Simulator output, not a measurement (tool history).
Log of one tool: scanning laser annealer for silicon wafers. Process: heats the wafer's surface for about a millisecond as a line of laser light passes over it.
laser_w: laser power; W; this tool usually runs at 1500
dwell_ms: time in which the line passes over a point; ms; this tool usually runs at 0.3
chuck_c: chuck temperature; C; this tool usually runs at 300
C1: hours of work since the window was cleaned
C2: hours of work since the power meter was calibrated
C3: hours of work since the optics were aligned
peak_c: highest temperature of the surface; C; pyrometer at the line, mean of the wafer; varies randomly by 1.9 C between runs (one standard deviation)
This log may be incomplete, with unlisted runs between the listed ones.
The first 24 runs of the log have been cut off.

Run 25, day 33.308: usual settings but laser_w 1492 W, dwell_ms 0.214 ms, chuck_c 323 C; C1 239; C2 1234; C3 1234. Result: peak_c 990 C.
Run 26, day 34.462: usual settings but laser_w 1489 W, dwell_ms 0.214 ms, chuck_c 278 C; C1 261; C2 1256; C3 1256. Result: peak_c 946 C.
Run 27, day 36.004: usual settings but laser_w 1563 W, dwell_ms 0.231 ms, chuck_c 278 C; C1 290; C2 1285; C3 1285. Result: peak_c 1007 C.
Run 28, day 37.779: usual settings but laser_w 1563 W, dwell_ms 0.231 ms, chuck_c 278 C; C1 324; C2 1318; C3 1318. Result: peak_c 1008 C.
Run 29, day 39.254: usual settings but laser_w 1563 W, dwell_ms 0.231 ms, chuck_c 278 C; C1 352; C2 1346; C3 1346. Result: peak_c 1009 C.
Run 30, day 40.958: usual settings but laser_w 1563 W, dwell_ms 0.231 ms, chuck_c 278 C; C1 384; C2 1379; C3 1379. Result: peak_c 1005 C.
Run 31, day 42.783: usual settings but laser_w 1474 W, dwell_ms 0.231 ms, chuck_c 330 C; C1 418; C2 1413; C3 1413. Result: peak_c 1013 C.
Run 32, day 43.721: usual settings but laser_w 1474 W, dwell_ms 0.231 ms, chuck_c 330 C; C1 436; C2 1431; C3 1431. Result: peak_c 1013 C.
Run 33, day 44.662: usual settings but laser_w 1376 W, dwell_ms 0.306 ms; C1 454; C2 1449; C3 1449. Result: peak_c 1020 C.
At day 44.925: window over the wafer cleaned.
Run 34, day 46.238: usual settings but laser_w 1376 W, dwell_ms 0.306 ms; C1 25; C2 1477; C3 1477. Result: peak_c 1025 C.
Run 35, day 47.646: usual settings but laser_w 1376 W, dwell_ms 0.306 ms; C1 52; C2 1504; C3 1504. Result: peak_c 1020 C.
Run 36, day 48.658: usual settings but dwell_ms 0.303 ms, chuck_c 289 C; C1 71; C2 1523; C3 1523. Result: peak_c 1082 C.

Forecast each of these 3 alternatives for the next run:
Run A, day 49.433: usual settings but laser_w 1317 W, dwell_ms 0.368 ms, chuck_c 340 C; C1 85; C2 1538; C3 1538. Result: peak_c ?.
Run B, day 49.433: usual settings but laser_w 1541 W, dwell_ms 0.349 ms; C1 85; C2 1538; C3 1538. Result: peak_c ?.
Run C, day 49.433: usual settings but laser_w 1567 W, dwell_ms 0.303 ms, chuck_c 320 C; C1 85; C2 1538; C3 1538. Result: peak_c ?.

run  peak_c
  A    1091
  B    1169
  C    1151
The same runs, with their run-to-run variation unchanged, on a tool lacking any hidden condition would have given:
run  peak_c
  A    1091
  B    1169
  C    1152
